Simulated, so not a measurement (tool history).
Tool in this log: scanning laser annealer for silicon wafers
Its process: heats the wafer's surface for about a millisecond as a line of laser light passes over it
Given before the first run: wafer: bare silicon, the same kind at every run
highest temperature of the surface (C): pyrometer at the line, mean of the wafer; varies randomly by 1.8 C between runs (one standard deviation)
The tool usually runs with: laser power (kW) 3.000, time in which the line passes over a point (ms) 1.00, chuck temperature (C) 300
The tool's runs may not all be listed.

run,hour,laser power (kW),time in which the line passes over a point (ms),chuck temperature (C),highest temperature of the surface (C)
1,0.0,3.000,1.00,300,1054
2,46.8,3.000,1.00,300,1046
3,94.9,3.000,1.00,300,1042
4,142.0,3.000,0.86,300,984
5,184.8,3.000,0.86,300,982
6,220.8,3.000,1.00,300,1039
7,267.0,3.000,1.00,300,1032
8,309.6,3.000,1.00,300,1033
9,348.2,3.000,1.00,300,1029
10,393.2,3.000,1.00,292,1019
11,420.9,3.178,1.00,300,1060
12,463.2,3.000,1.00,300,1018
13,506.7,3.000,0.72,337,945
14,543.8,2.751,1.00,267,927
# hour 556.9: optics aligned, line set to its width
# hour 571.0: window over the wafer cleaned
15,588.0,2.751,1.00,267,963
16,632.0,3.246,1.00,276,1086
17,656.4,3.246,1.00,276,1084
18,678.6,3.205,0.73,340,1023
19,716.3,3.204,1.09,298,1124
20,747.5,2.595,1.14,320,1012
21,781.9,3.000,0.74,312,949
22,816.6,2.617,1.24,267,993
23,852.6,3.139,1.00,317,1087

Results per run with the tool's hidden condition removed, run-to-run variation unchanged:
Hidden state present: light that passes the window, % of a clean one's; laser's true power over the reading, %; width of the line over the set one, %; drift of the gauge itself on peak_c, C.
run,highest temperature of the surface (C)
1,1072
2,1068
3,1067
4,1010
5,1011
6,1072
7,1069
8,1072
9,1071
10,1063
11,1108
12,1066
13,988
14,977
15,976
16,1104
17,1103
18,1040
19,1148
20,1034
21,970
22,1021
23,1118
